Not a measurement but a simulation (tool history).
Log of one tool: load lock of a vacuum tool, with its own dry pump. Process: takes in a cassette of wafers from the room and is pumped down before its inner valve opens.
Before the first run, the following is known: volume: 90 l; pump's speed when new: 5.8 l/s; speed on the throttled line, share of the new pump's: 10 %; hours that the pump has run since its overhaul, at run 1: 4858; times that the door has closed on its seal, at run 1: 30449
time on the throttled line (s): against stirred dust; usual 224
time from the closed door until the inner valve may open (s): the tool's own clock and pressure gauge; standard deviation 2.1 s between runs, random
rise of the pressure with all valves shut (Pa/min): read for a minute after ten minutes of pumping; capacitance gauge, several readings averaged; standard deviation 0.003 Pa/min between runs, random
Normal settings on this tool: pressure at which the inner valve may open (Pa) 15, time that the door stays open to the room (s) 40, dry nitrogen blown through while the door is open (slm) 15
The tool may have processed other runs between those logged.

| run | day | time on the throttled line (s) | pressure at which the inner valve may open (Pa) | time that the door stays open to the room (s) | dry nitrogen blown through while the door is open (slm) | hours that the pump has run since its overhaul | times that the door has closed on its seal | incoming humidity of the room's air, % | time from the closed door until the inner valve may open (s) | rise of the pressure with all valves shut (Pa/min) |
|---|---|---|---|---|---|---|---|---|---|---|
| 1 | 0.000 | 224 | 15 | 40 | 15 | 4858 | 30449 | 45.4 | 345.8 | 0.773 |
| 2 | 10.004 | 224 | 15 | 40 | 15 | 5099 | 31085 | 43.7 | 346.9 | 0.767 |
| 3 | 26.321 | 224 | 15 | 40 | 15 | 5490 | 32123 | 44.4 | 345.6 | 0.827 |
|  | 28.462 | door's seal changed, seat wiped |
| 4 | 47.546 | 224 | 15 | 40 | 15 | 5998 | 1214 | 42.3 | 348.4 | 0.038 |
| 5 | 68.808 | 224 | 15 | 40 | 15 | 6508 | 2567 | 45.1 | 344.9 | 0.045 |
| 6 | 82.350 | 224 | 15 | 40 | 15 | 6833 | 3428 | 43.6 | 348.1 | 0.057 |
| 7 | 99.879 | 224 | 15 | 40 | 15 | 7254 | 4543 | 45.1 | 349.9 | 0.070 |
| 8 | 111.967 | 224 | 15 | 40 | 15 | 7544 | 5312 | 43.8 | 349.7 | 0.076 |
| 9 | 127.529 | 224 | 15 | 40 | 15 | 7918 | 6303 | 45.6 | 350.7 | 0.087 |
| 10 | 149.000 | 224 | 15 | 40 | 15 | 8433 | 7669 | 46.9 | 350.2 | 0.103 |
| 11 | 166.729 | 224 | 15 | 40 | 15 | 8858 | 8797 | 48.9 | 353.7 | 0.124 |
| 12 | 189.679 | 224 | 15 | 40 | 15 | 9409 | 10257 | 46.0 | 347.3 | 0.146 |
| 13 | 204.038 | 224 | 15 | 40 | 15 | 9754 | 11170 | 42.2 | 354.7 | 0.155 |
| 14 | 224.400 | 178 | 15 | 40 | 15 | 10243 | 12466 | 45.4 | 309.8 | 0.178 |
| 15 | 245.692 | 224 | 13 | 40 | 15 | 10754 | 13821 | 43.2 | 355.4 | 0.202 |
| 16 | 257.542 | 224 | 24 | 40 | 15 | 11038 | 14574 | 45.5 | 346.0 | 0.218 |
| 17 | 274.283 | 224 | 24 | 40 | 15 | 11440 | 15640 | 45.5 | 347.5 | 0.239 |
| 18 | 297.358 | 224 | 24 | 40 | 15 | 11994 | 17108 | 49.3 | 350.8 | 0.276 |
| 19 | 314.471 | 224 | 24 | 40 | 15 | 12404 | 18197 | 40.8 | 348.9 | 0.299 |
| 20 | 330.579 | 429 | 24 | 40 | 10 | 12791 | 19222 | 47.4 | 528.2 | 0.327 |
| 21 | 351.133 | 214 | 16 | 40 | 43 | 13284 | 20529 | 42.4 | 349.1 | 0.339 |

Estimate the outcome of run 22 from the log above:
| 22 | 370.742 | 214 | 16 | 40 | 43 | 13755 | 21777 | 46.5 | ? | ? |

Run 22 gave time from the closed door until the inner valve may open (s) 353.5, rise of the pressure with all valves shut (Pa/min) 0.372.
If the tool had no hidden condition, the same run with the same run-to-run variation would have returned time from the closed door until the inner valve may open (s) 332.0, rise of the pressure with all valves shut (Pa/min) 0.018.
